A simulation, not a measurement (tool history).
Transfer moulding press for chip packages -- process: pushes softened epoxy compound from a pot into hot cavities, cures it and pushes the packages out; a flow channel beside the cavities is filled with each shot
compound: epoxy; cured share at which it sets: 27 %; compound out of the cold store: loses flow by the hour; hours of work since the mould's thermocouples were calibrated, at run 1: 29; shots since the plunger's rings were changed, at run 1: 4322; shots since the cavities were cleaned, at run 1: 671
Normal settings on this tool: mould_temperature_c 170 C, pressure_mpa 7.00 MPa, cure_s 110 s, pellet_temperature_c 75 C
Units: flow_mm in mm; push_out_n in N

run,hour,mould_temperature_c,pressure_mpa,cure_s,pellet_temperature_c,hours of work since the mould's thermocouples were calibrated,shots since the plunger's rings were changed,shots since the cavities were cleaned,incoming compound's hours out of the cold store,flow_mm,push_out_n
1,0.0,170,7.00,110,75,29,4322,671,13.8,930,864
2,6.1,170,7.00,110,75,32,4377,726,34.4,795,818
# hour 15.8: cavities cleaned with cleaning compound and waxed
3,16.1,170,7.00,110,75,37,4455,3,37.6,788,556
4,23.6,170,7.00,110,75,41,4523,71,16.1,907,625
5,31.9,170,7.00,110,75,45,4598,146,16.0,899,675
6,36.6,170,7.00,110,75,47,4641,189,8.8,951,699
7,46.1,170,7.00,110,75,52,4727,275,39.2,761,673
8,55.0,170,7.00,126,75,57,4807,355,11.9,931,607
9,62.3,170,7.00,126,75,61,4874,422,17.0,894,648
10,68.5,170,7.00,126,75,64,4930,478,44.1,732,631
11,76.3,170,7.00,110,75,68,5001,549,45.6,727,733
12,84.4,170,7.00,110,75,72,5075,623,23.0,856,825
13,91.1,170,7.00,110,75,76,5135,683,36.0,781,786
14,99.5,170,7.00,110,73,80,5211,759,27.4,830,843
# hour 104.1: plunger's sealing rings changed
# hour 107.8: cavities cleaned with cleaning compound and waxed
15,110.4,176,7.07,97,73,84,44,23,46.3,765,497
16,116.7,163,7.00,128,79,87,102,81,43.1,826,708
17,122.4,163,6.54,98,82,90,153,132,30.9,875,1258
18,131.7,164,6.54,98,82,95,237,216,27.8,878,1265
19,136.4,167,7.42,110,69,97,281,260,38.0,865,855
20,142.4,173,7.55,148,69,100,335,314,23.8,935,523
21,151.8,176,7.35,110,77,105,421,400,38.9,831,578
22,158.9,175,7.35,110,77,109,485,464,19.9,934,603
23,167.6,177,6.69,103,77,113,564,543,32.3,812,657
24,177.2,170,8.19,102,75,118,651,630,41.8,853,956
25,182.8,172,5.59,93,75,121,702,681,12.3,868,1086
26,189.8,170,5.69,110,84,125,765,744,40.9,722,782
27,193.7,167,5.69,101,84,127,801,780,44.6,721,1116
# hour 197.6: cavities cleaned with cleaning compound and waxed
28,202.7,167,6.08,101,76,131,869,47,46.3,731,802

Forecast each of these 3 alternatives for the next run:
A,210.2,170,8.38,110,69,135,937,115,20.8,?,?
B,210.2,167,8.50,106,68,135,937,115,21.6,?,?
C,210.2,177,6.08,101,76,135,937,115,26.3,?,?

run,flow_mm,push_out_n
A,1016,635
B,1037,859
C,801,499
Without the tool's unlogged condition, the same runs would have read:
run,flow_mm,push_out_n
A,1029,554
B,1049,743
C,811,442
